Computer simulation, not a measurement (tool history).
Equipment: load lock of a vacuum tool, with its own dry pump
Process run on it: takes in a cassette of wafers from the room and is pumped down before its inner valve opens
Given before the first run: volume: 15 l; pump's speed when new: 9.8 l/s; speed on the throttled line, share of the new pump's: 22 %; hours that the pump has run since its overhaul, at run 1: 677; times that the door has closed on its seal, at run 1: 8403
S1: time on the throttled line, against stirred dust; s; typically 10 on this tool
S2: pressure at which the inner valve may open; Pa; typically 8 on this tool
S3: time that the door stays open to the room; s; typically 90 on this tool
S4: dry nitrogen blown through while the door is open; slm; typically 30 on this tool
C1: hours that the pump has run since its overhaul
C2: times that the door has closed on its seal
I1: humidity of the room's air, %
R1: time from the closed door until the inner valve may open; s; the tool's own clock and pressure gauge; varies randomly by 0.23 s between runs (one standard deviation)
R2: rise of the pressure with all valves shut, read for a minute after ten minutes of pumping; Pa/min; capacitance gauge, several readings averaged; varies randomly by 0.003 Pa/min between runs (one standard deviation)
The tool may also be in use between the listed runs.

run    hour  S1  S2   S3  S4    C1     C2    I1    R1     R2
  1       0  10   8   90  30   677   8403  42.6  22.4  0.043
  2   123.9  10   8   90  30   801   8939  47.3  22.4  0.056
  3   233.9  10   8   90  30   911   9414  41.7  22.7  0.054
  4     399  10   8   90  30  1076  10127  49.4  22.8  0.061
  5   545.9  10   8   90  30  1223  10761  45.1  22.9  0.054
  6   764.1  10   8   90  30  1441  11704  42.6    23  0.053
  7   863.3  10   8   90  30  1540  12132  44.9  22.8  0.062
  8  1075.4   6   8   90  30  1752  13048  41.9  19.8   0.06
  9  1218.8   6   8   90  30  1896  13668  46.7  20.4  0.061
 10  1366.9   6   8   90  30  2044  14307  43.8    20  0.061
 11  1583.6   6   8   90  30  2260  15243  44.5  20.3  0.061
 12  1778.2  10   8   90  30  2455  16084  43.8  23.1  0.067
 13  2021.2  10   8   90  30  2698  17133  43.8  23.1  0.074
 14  2130.6  10   8   90  30  2807  17606  39.8  23.1  0.064
 15  2241.6  10   8   90   5  2918  18085  46.4  23.5  0.122
 16  2386.6  10   8   90   5  3063  18712  50.3  23.4  0.139
 17  2623.2  10   8   90  30  3300  19734  47.6  23.3  0.078
 18  2829.9  10   8   90   5  3507  20626  47.1  23.8  0.127
 19  2993.8  10   8   90   5  3670  21334    48  23.4  0.138
 20  3144.4  10   8   90   5  3821  21984  50.3  23.5  0.147
 21  3370.8  14   8   34  30  4048  22962  46.6  26.9  0.073
 22  3518.4  14   8   34  30  4195  23600  49.4  27.1  0.071
 23  3689.5  10   8  219  15  4366  24339  47.1  23.7  0.163
 24  3793.4  10   8  219  15  4470  24788  46.3  24.1   0.16
 25  4016.6  15   8   90  17  4693  25752  45.1    28  0.104
 26  4189.1  13   8   90  10  4866  26497  45.6  25.6  0.128
 27  4321.4  10  16   35  35  4998  27068    46  22.4   0.08
 28  4554.8  10  11   35  31  5231  28076  43.4  23.6   0.08
 29  4747.4  10  11   35  31  5424  28908  43.7  23.7  0.085
 30  4889.1  10   9   90  15  5566  29520  46.6    24  0.124
 31  5100.7  10   7  149  30  5777  30434  46.9  24.2  0.126
 32  5229.6  10   7  149  30  5906  30991  49.5  24.6  0.133
 33  5387.1   7  15   40  20  6064  31671  45.1  20.9  0.101
 34  5537.8   7   8   90  11  6214  32322  44.3  22.7  0.141
 35  5772.9   7   8   90  30  6450  33337  41.7  22.4  0.126
 36  5883.5   7   8   42   5  6560  33815  46.3  21.9  0.136
 37  6004.5   7   8   42   5  6681  34338    44  22.2  0.138
 38  6167.6   7   8   90  30  6844  35042  43.8  22.5  0.124

Predict each of these 3 candidate next runs independently; none follows another, all start after run 38:
  A  6380.4   7   8   58  30  7057  35961  47.4   ?   ?
  B  6380.4   7   8  149  30  7057  35961    46   ?   ?
  C  6380.4   7   9  164  30  7057  35961  44.5   ?   ?

run    R1     R2
  A  22.7  0.122
  B  22.4  0.143
  C  22.3  0.143
Stripped of hidden state, with their random variation kept, the same runs would have yielded:
run    R1     R2
  A  20.2  0.034
  B    20  0.055
  C  19.9  0.054
